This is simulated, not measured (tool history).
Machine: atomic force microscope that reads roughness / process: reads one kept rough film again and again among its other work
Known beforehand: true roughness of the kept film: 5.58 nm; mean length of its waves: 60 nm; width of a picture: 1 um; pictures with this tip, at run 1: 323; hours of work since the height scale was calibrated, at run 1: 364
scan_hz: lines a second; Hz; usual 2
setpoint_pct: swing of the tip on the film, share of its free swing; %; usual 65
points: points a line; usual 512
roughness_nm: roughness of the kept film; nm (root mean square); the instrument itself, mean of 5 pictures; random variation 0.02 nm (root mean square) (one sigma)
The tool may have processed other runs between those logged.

run	hour	scan_hz	setpoint_pct	points	pictures with this tip	hours of work since the height scale was calibrated	roughness_nm
1	0	2	65	512	323	364	4.299
# hour 5.5: new tip fitted
2	15.4	2	65	512	11	372	4.707
3	27.4	0.6	65	512	24	378	5.026
4	41.9	0.6	65	512	40	386	5.006
5	60.2	0.6	65	512	60	396	4.961
6	81	0.6	65	512	82	407	4.897
7	101.7	0.6	65	512	105	419	4.896
8	111.7	0.6	65	512	116	424	4.847
9	132.5	2	65	512	139	435	4.526
10	149.2	1.12	65	512	157	444	4.703
11	160.9	3.67	69	517	170	451	3.978
12	178.8	2.62	80	512	189	461	3.792
13	188.8	2	76	973	200	466	4.124
14	208.6	2.25	89	686	222	477	3.454
15	220.5	2.25	89	686	235	483	3.442
16	230	2.97	81	789	245	488	3.533
17	250.6	0.64	69	582	267	500	4.571
18	260.7	2.91	79	266	278	505	3.585

Entry by entry between the runs, the difference in hidden state between the last listed run before and the first listed run after:
Between runs 1 and 2: new tip fitted (hour 5.5)
  radius of the tip, nm: 28.4 -> 11.5; height scale over the true one, %: -0.21 -> -0.22
  the result without the hidden state subtracted from the measured one, roughness_nm: -0.464 -> -0.052 nm (root mean square)

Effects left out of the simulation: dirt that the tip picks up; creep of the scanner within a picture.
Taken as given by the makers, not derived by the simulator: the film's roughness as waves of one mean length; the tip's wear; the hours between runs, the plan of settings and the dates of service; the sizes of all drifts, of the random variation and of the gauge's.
